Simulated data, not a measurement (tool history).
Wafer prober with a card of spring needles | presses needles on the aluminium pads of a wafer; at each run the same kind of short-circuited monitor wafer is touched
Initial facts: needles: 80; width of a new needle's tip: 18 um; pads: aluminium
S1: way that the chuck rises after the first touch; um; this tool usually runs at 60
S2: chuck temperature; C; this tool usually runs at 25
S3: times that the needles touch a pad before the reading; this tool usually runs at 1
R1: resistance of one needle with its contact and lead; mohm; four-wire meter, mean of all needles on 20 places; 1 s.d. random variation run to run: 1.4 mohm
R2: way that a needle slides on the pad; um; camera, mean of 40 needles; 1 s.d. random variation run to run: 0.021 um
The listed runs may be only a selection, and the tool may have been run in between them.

| run | hour | S1 | S2 | S3 | R1 | R2 |
|---|---|---|---|---|---|---|
| 1 | 0.0 | 60 | 25 | 1 | 136 | 9.71 |
|  | 14.6 | tips cleaned on abrasive film |
|  | 29.1 | tips cleaned on abrasive film |
| 2 | 36.9 | 60 | 25 | 1 | 234 | 9.71 |
|  | 43.7 | tips cleaned on abrasive film |
|  | 60.7 | tips cleaned on abrasive film |
|  | 78.2 | tips cleaned on abrasive film |
| 3 | 86.1 | 60 | 36 | 1 | 242 | 9.63 |
|  | 95.6 | tips cleaned on abrasive film |
|  | 95.9 | height of the first contact set anew |
|  | 112.9 | tips cleaned on abrasive film |
|  | 129.1 | tips cleaned on abrasive film |
| 4 | 135.1 | 60 | 25 | 1 | 219 | 10.01 |
|  | 146.0 | tips cleaned on abrasive film |
|  | 160.5 | tips cleaned on abrasive film |
|  | 176.5 | tips cleaned on abrasive film |
| 5 | 176.5 | 60 | 25 | 1 | 139 | 9.91 |
|  | 191.7 | tips cleaned on abrasive film |
|  | 208.4 | tips cleaned on abrasive film |
| 6 | 208.6 | 60 | 25 | 1 | 139 | 9.93 |
|  | 225.3 | tips cleaned on abrasive film |
|  | 242.5 | tips cleaned on abrasive film |
| 7 | 244.3 | 60 | 25 | 1 | 168 | 9.88 |
|  | 258.5 | tips cleaned on abrasive film |
|  | 273.9 | tips cleaned on abrasive film |
|  | 290.3 | tips cleaned on abrasive film |
| 8 | 292.3 | 60 | 25 | 1 | 187 | 9.83 |
|  | 306.5 | tips cleaned on abrasive film |
|  | 321.8 | tips cleaned on abrasive film |
| 9 | 327.4 | 46 | 25 | 1 | 308 | 7.48 |
|  | 337.5 | tips cleaned on abrasive film |
|  | 354.0 | tips cleaned on abrasive film |
| 10 | 365.0 | 46 | 25 | 1 | 350 | 7.45 |
|  | 368.7 | tips cleaned on abrasive film |
|  | 385.7 | tips cleaned on abrasive film |
|  | 402.8 | tips cleaned on abrasive film |
|  | 420.9 | tips cleaned on abrasive film |
| 11 | 422.6 | 60 | 25 | 1 | 174 | 9.80 |
|  | 438.3 | tips cleaned on abrasive film |
|  | 455.0 | tips cleaned on abrasive film |
| 12 | 455.2 | 60 | 25 | 1 | 142 | 9.71 |
|  | 469.5 | tips cleaned on abrasive film |
| 13 | 480.1 | 41 | 25 | 1 | 439 | 6.53 |
|  | 487.4 | tips cleaned on abrasive film |
|  | 505.2 | tips cleaned on abrasive film |
|  | 522.1 | tips cleaned on abrasive film |
| 14 | 522.1 | 60 | 25 | 1 | 140 | 9.63 |
|  | 538.9 | tips cleaned on abrasive film |
|  | 555.9 | tips cleaned on abrasive film |
|  | 563.4 | height of the first contact set anew |
| 15 | 568.1 | 56 | 69 | 1 | 280 | 9.35 |
|  | 571.8 | tips cleaned on abrasive film |
|  | 588.4 | tips cleaned on abrasive film |
|  | 605.5 | tips cleaned on abrasive film |
|  | 620.3 | tips cleaned on abrasive film |
| 16 | 620.3 | 60 | 25 | 1 | 134 | 9.97 |
|  | 636.7 | tips cleaned on abrasive film |
| 17 | 644.2 | 41 | 35 | 2 | 286 | 6.80 |
|  | 654.0 | tips cleaned on abrasive film |
|  | 671.6 | tips cleaned on abrasive film |
|  | 687.6 | tips cleaned on abrasive film |
| 18 | 687.6 | 70 | 59 | 2 | 137 | 11.57 |
|  | 704.8 | tips cleaned on abrasive film |
|  | 721.6 | tips cleaned on abrasive film |
|  | 738.2 | tips cleaned on abrasive film |
| 19 | 738.2 | 76 | 63 | 2 | 135 | 12.56 |
|  | 755.4 | tips cleaned on abrasive film |
|  | 772.8 | tips cleaned on abrasive film |
| 20 | 783.7 | 69 | 63 | 2 | 190 | 11.36 |
|  | 787.4 | tips cleaned on abrasive film |
|  | 801.9 | tips cleaned on abrasive film |
| 21 | 811.8 | 60 | 26 | 1 | 261 | 9.84 |
|  | 818.1 | tips cleaned on abrasive film |
|  | 834.9 | tips cleaned on abrasive film |
| 22 | 836.3 | 60 | 26 | 1 | 176 | 9.78 |
|  | 849.7 | tips cleaned on abrasive film |
|  | 865.2 | tips cleaned on abrasive film |
|  | 881.4 | tips cleaned on abrasive film |
| 23 | 881.4 | 58 | 112 | 2 | 145 | 9.42 |
|  | 896.8 | tips cleaned on abrasive film |
|  | 914.4 | tips cleaned on abrasive film |
| 24 | 925.3 | 60 | 25 | 2 | 211 | 9.74 |
|  | 932.1 | tips cleaned on abrasive film |
|  | 950.2 | tips cleaned on abrasive film |
|  | 966.4 | tips cleaned on abrasive film |
| 25 | 968.7 | 52 | 30 | 2 | 193 | 8.38 |
|  | 983.2 | tips cleaned on abrasive film |
|  | 998.9 | tips cleaned on abrasive film |
| 26 | 1001.4 | 52 | 30 | 2 | 191 | 8.33 |
|  | 1014.3 | tips cleaned on abrasive film |
|  | 1031.8 | tips cleaned on abrasive film |
|  | 1032.1 | height of the first contact set anew |
| 27 | 1032.1 | 71 | 74 | 2 | 133 | 11.88 |
|  | 1049.7 | tips cleaned on abrasive film |
| 28 | 1060.1 | 71 | 74 | 2 | 189 | 11.88 |

Consider 4 possible next runs. They are alternatives, not a sequence: every one starts from the tool as it was left by run 28. What does each give?
|  | 1066.5 | tips cleaned on abrasive film |
|  | 1083.8 | tips cleaned on abrasive film |
|  | 1099.5 | tips cleaned on abrasive film |
| A | 1113.2 | 47 | 25 | 2 | ? | ? |
|  | 1066.5 | tips cleaned on abrasive film |
|  | 1083.8 | tips cleaned on abrasive film |
|  | 1099.5 | tips cleaned on abrasive film |
| B | 1113.2 | 64 | 25 | 1 | ? | ? |
|  | 1066.5 | tips cleaned on abrasive film |
|  | 1083.8 | tips cleaned on abrasive film |
|  | 1099.5 | tips cleaned on abrasive film |
| C | 1113.2 | 71 | 51 | 2 | ? | ? |
|  | 1066.5 | tips cleaned on abrasive film |
|  | 1083.8 | tips cleaned on abrasive film |
|  | 1099.5 | tips cleaned on abrasive film |
| D | 1113.2 | 50 | 25 | 2 | ? | ? |

| run | R1 | R2 |
|---|---|---|
| A | 279 | 7.85 |
| B | 257 | 10.64 |
| C | 187 | 11.81 |
| D | 260 | 8.32 |
Without the tool's hidden state the same runs would have given:
| run | R1 | R2 |
|---|---|---|
| A | 129 | 7.91 |
| B | 121 | 10.69 |
| C | 122 | 11.87 |
| D | 127 | 8.38 |
